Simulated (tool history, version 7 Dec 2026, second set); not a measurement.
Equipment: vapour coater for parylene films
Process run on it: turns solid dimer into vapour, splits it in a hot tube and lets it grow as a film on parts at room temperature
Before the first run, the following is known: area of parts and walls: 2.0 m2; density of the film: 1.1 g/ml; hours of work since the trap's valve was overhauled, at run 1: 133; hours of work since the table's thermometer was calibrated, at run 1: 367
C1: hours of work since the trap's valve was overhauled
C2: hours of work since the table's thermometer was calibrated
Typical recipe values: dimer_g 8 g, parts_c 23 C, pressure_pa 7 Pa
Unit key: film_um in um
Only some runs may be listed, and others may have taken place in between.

Run 1, hour 0: usual settings; C1 133; C2 367. Result: film_um 1.79 um.
Run 2, hour 23.4: usual settings but dimer_g 7 g; C1 151; C2 386. Result: film_um 1.61 um.
Run 3, hour 54.9: usual settings but dimer_g 7 g, pressure_pa 2.48 Pa; C1 176; C2 411. Result: film_um 1.86 um.
Run 4, hour 78.3: usual settings but dimer_g 7 g, pressure_pa 2.48 Pa; C1 195; C2 430. Result: film_um 1.79 um.
Run 5, hour 103.5: usual settings; C1 215; C2 450. Result: film_um 1.81 um.
Run 6, hour 139.1: usual settings; C1 243; C2 478. Result: film_um 1.79 um.
Run 7, hour 171.1: usual settings; C1 269; C2 504. Result: film_um 1.79 um.
Run 8, hour 189.8: usual settings; C1 284; C2 518. Result: film_um 1.78 um.
Run 9, hour 208: usual settings; C1 298; C2 533. Result: film_um 1.78 um.
Run 10, hour 243.1: usual settings; C1 326; C2 561. Result: film_um 1.77 um.
Run 11, hour 261.3: usual settings; C1 341; C2 575. Result: film_um 1.75 um.
Run 12, hour 292.1: usual settings; C1 365; C2 600. Result: film_um 1.8 um.
Run 13, hour 308.2: usual settings; C1 378; C2 613. Result: film_um 1.78 um.
Run 14, hour 343.1: usual settings; C1 406; C2 641. Result: film_um 1.73 um.
Run 15, hour 379.3: usual settings; C1 435; C2 670. Result: film_um 1.72 um.
Run 16, hour 397.4: usual settings; C1 449; C2 684. Result: film_um 1.77 um.
Run 17, hour 424: usual settings but parts_c 27 C; C1 471; C2 705. Result: film_um 1.54 um.
At hour 442.2: trap's valve overhauled.
Run 18, hour 461.1: usual settings but dimer_g 7 g; C1 15; C2 732. Result: film_um 1.62 um.
Run 19, hour 489.4: usual settings but dimer_g 4 g; C1 38; C2 754. Result: film_um 0.97 um.
Run 20, hour 510.7: usual settings but dimer_g 13 g; C1 55; C2 771. Result: film_um 2.97 um.
Run 21, hour 529.3: usual settings but dimer_g 13 g; C1 69; C2 786. Result: film_um 2.92 um.
Run 22, hour 550.1: usual settings but dimer_g 13 g; C1 86; C2 802. Result: film_um 3 um.
Run 23, hour 586.2: usual settings but pressure_pa 8.02 Pa; C1 115; C2 831. Result: film_um 1.76 um.
Run 24, hour 607.2: usual settings but pressure_pa 8.02 Pa; C1 132; C2 848. Result: film_um 1.8 um.
Run 25, hour 634.3: usual settings but pressure_pa 5.35 Pa; C1 153; C2 870. Result: film_um 1.87 um.
Run 26, hour 662.6: usual settings but dimer_g 4 g; C1 176; C2 892. Result: film_um 0.92 um.
Run 27, hour 683.3: usual settings but parts_c 18 C, pressure_pa 2.01 Pa; C1 192; C2 909. Result: film_um 2.42 um.
Run 28, hour 716: usual settings but parts_c 18 C, pressure_pa 2.01 Pa; C1 218; C2 935. Result: film_um 2.37 um.
Run 29, hour 746.8: usual settings but dimer_g 12 g, parts_c 26 C, pressure_pa 3.85 Pa; C1 243; C2 959. Result: film_um 2.65 um.
Run 30, hour 783.4: usual settings but dimer_g 12 g, parts_c 26 C, pressure_pa 3.85 Pa; C1 272; C2 988. Result: film_um 2.7 um.
Run 31, hour 818.4: usual settings but dimer_g 12 g, parts_c 24 C, pressure_pa 2.47 Pa; C1 300; C2 1016. Result: film_um 2.98 um.
Run 32, hour 847.6: usual settings but dimer_g 12 g, parts_c 25 C, pressure_pa 3.04 Pa; C1 323; C2 1040. Result: film_um 2.86 um.
Run 33, hour 870.3: usual settings but dimer_g 4 g, parts_c 19 C, pressure_pa 2.95 Pa; C1 341; C2 1058. Result: film_um 1.08 um.
Run 34, hour 897.1: usual settings but dimer_g 5 g, parts_c 29 C, pressure_pa 2.66 Pa; C1 363; C2 1079. Result: film_um 1.05 um.
Run 35, hour 916.2: usual settings but dimer_g 11 g, parts_c 28 C, pressure_pa 9.93 Pa; C1 378; C2 1094. Result: film_um 2.04 um.
Run 36, hour 952.5: usual settings but dimer_g 4 g, pressure_pa 8.77 Pa; C1 407; C2 1123. Result: film_um 0.85 um.
Run 37, hour 972.9: usual settings but parts_c 17 C, pressure_pa 10.17 Pa; C1 423; C2 1140. Result: film_um 1.87 um.
Run 38, hour 1006.4: usual settings but dimer_g 5 g, pressure_pa 5.31 Pa; C1 450; C2 1166. Result: film_um 1.12 um.
Run 39, hour 1022: usual settings but dimer_g 5 g, pressure_pa 5.31 Pa; C1 462; C2 1179. Result: film_um 1.12 um.

Selected run-to-run steps in film_um, each split into two signed amounts: the part the tool would show with no hidden state at all (from settings, incoming material and random variation), and the remainder, which goes to the hidden state together with any gauge scatter not common to the measured and the hidden-state-free results:
Hidden conditions of the tool in this case: vapour lost through the trap's worn valve, %; true temperature of the parts over the reading, C; drift of the gauge itself on film_um, %.
Run 17 -> 18: dimer_g 8 -> 7, parts_c 27 -> 23, trap's valve overhauled. film_um +0.08 um: hidden state +0.1, all else -0.02.
Run 19 -> 20: dimer_g 4 -> 13. film_um +2 um: hidden state -0.05, all else +2.05.
Run 26 -> 27: dimer_g 4 -> 8, parts_c 23 -> 18, pressure_pa 7 -> 2.01. film_um +1.5 um: hidden state -0.06, all else +1.56.
Run 32 -> 33: dimer_g 12 -> 4, parts_c 25 -> 19, pressure_pa 3.04 -> 2.95. film_um -1.78 um: hidden state +0.1, all else -1.88.
Run 36 -> 37: dimer_g 4 -> 8, parts_c 23 -> 17, pressure_pa 8.77 -> 10.17. film_um +1.02 um: hidden state -0.09, all else +1.11.
